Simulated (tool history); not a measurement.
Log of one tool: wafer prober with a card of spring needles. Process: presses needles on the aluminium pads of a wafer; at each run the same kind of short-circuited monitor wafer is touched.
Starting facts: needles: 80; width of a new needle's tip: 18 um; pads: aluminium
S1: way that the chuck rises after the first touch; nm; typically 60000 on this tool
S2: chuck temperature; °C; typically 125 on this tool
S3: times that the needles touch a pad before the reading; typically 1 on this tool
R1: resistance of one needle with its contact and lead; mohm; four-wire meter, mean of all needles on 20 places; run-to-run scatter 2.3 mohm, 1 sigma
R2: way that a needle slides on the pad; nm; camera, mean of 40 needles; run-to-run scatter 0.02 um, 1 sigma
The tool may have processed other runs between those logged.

run 1 hour=0 | S1=60000 S2=125 S3=1 | R1=302 R2=9670
-- hour=22.2 tips cleaned on abrasive film
-- hour=57.2 tips cleaned on abrasive film
run 2 hour=59.8 | S1=60000 S2=125 S3=1 | R1=274 R2=9680
-- hour=92.1 tips cleaned on abrasive film
run 3 hour=103 | S1=60000 S2=125 S3=1 | R1=301 R2=9640
-- hour=126.6 tips cleaned on abrasive film
run 4 hour=147.6 | S1=60000 S2=125 S3=1 | R1=311 R2=9630
-- hour=163.4 tips cleaned on abrasive film
run 5 hour=180.3 | S1=52000 S2=125 S3=1 | R1=325 R2=8340
-- hour=194.9 tips cleaned on abrasive film
run 6 hour=213.9 | S1=60000 S2=125 S3=1 | R1=305 R2=9620
-- hour=229 tips cleaned on abrasive film
-- hour=260.6 tips cleaned on abrasive film
run 7 hour=264.8 | S1=54000 S2=125 S3=1 | R1=290 R2=8640
-- hour=292.4 tips cleaned on abrasive film
run 8 hour=313.7 | S1=54000 S2=125 S3=1 | R1=323 R2=8660
-- hour=324.1 tips cleaned on abrasive film
-- hour=328.9 height of the first contact set anew
-- hour=360.1 tips cleaned on abrasive film
run 9 hour=368.1 | S1=60000 S2=125 S3=1 | R1=293 R2=9790
-- hour=391.7 tips cleaned on abrasive film
run 10 hour=406.9 | S1=60000 S2=125 S3=1 | R1=300 R2=9780
-- hour=424 tips cleaned on abrasive film
run 11 hour=435.1 | S1=60000 S2=125 S3=2 | R1=279 R2=9780
-- hour=456.1 tips cleaned on abrasive film
-- hour=488.4 tips cleaned on abrasive film
run 12 hour=488.4 | S1=60000 S2=125 S3=2 | R1=257 R2=9740
-- hour=525.2 tips cleaned on abrasive film
run 13 hour=546.9 | S1=60000 S2=125 S3=2 | R1=290 R2=9750
-- hour=557.5 tips cleaned on abrasive film
-- hour=589.9 tips cleaned on abrasive film
run 14 hour=600.7 | S1=60000 S2=125 S3=2 | R1=283 R2=9720
-- hour=625 tips cleaned on abrasive film
run 15 hour=642.7 | S1=44000 S2=125 S3=2 | R1=315 R2=7130
-- hour=659 tips cleaned on abrasive film
run 16 hour=685.1 | S1=62000 S2=46 S3=3 | R1=253 R2=10020
-- hour=693.2 tips cleaned on abrasive film
-- hour=727.9 tips cleaned on abrasive film
run 17 hour=741.1 | S1=62000 S2=46 S3=3 | R1=253 R2=10000
-- hour=761.5 tips cleaned on abrasive film
run 18 hour=779.1 | S1=62000 S2=46 S3=3 | R1=255 R2=10040
-- hour=792.9 tips cleaned on abrasive film
run 19 hour=809.7 | S1=62000 S2=45 S3=1 | R1=288 R2=10030
-- hour=826.1 tips cleaned on abrasive film
run 20 hour=838.4 | S1=62000 S2=45 S3=1 | R1=280 R2=10010
-- hour=859.8 tips cleaned on abrasive film
run 21 hour=881.7 | S1=62000 S2=45 S3=1 | R1=292 R2=10030
-- hour=892.8 tips cleaned on abrasive film
run 22 hour=919.6 | S1=50000 S2=26 S3=2 | R1=288 R2=8050
-- hour=925 tips cleaned on abrasive film
run 23 hour=944.1 | S1=46000 S2=79 S3=1 | R1=344 R2=7360
-- hour=956.8 tips cleaned on abrasive film
run 24 hour=971.5 | S1=46000 S2=79 S3=1 | R1=334 R2=7370
-- hour=990.1 tips cleaned on abrasive film
run 25 hour=1003.6 | S1=46000 S2=79 S3=1 | R1=330 R2=7350
-- hour=1025.2 tips cleaned on abrasive film
run 26 hour=1046.2 | S1=60000 S2=52 S3=3 | R1=260 R2=9650
-- hour=1059.8 tips cleaned on abrasive film
-- hour=1091.9 tips cleaned on abrasive film
run 27 hour=1092.1 | S1=60000 S2=52 S3=3 | R1=246 R2=9670
-- hour=1124 tips cleaned on abrasive film
run 28 hour=1141.4 | S1=60000 S2=52 S3=3 | R1=260 R2=9610
-- hour=1159.7 tips cleaned on abrasive film
run 29 hour=1182.5 | S1=42000 S2=34 S3=3 | R1=283 R2=6680
-- hour=1193.2 tips cleaned on abrasive film
run 30 hour=1209.2 | S1=71000 S2=125 S3=1 | R1=288 R2=11390

Alternative continuations, all from the tool just after run 30; predict every row:
-- hour=1226.4 tips cleaned on abrasive film
run A hour=1243.6 | S1=51000 S2=70 S3=3 | R1=? R2=?
-- hour=1226.4 tips cleaned on abrasive film
run B hour=1243.6 | S1=68000 S2=125 S3=1 | R1=? R2=?
-- hour=1226.4 tips cleaned on abrasive film
run C hour=1243.6 | S1=72000 S2=40 S3=2 | R1=? R2=?
-- hour=1226.4 tips cleaned on abrasive film
run D hour=1243.6 | S1=70000 S2=125 S3=2 | R1=? R2=?

run=A R1=272 R2=8130
run=B R1=291 R2=10920
run=C R1=257 R2=11580
run=D R1=278 R2=11240
Without the tool's hidden state the same runs would have given:
run=A R1=245 R2=8310
run=B R1=250 R2=11090
run=C R1=231 R2=11750
run=D R1=255 R2=11420

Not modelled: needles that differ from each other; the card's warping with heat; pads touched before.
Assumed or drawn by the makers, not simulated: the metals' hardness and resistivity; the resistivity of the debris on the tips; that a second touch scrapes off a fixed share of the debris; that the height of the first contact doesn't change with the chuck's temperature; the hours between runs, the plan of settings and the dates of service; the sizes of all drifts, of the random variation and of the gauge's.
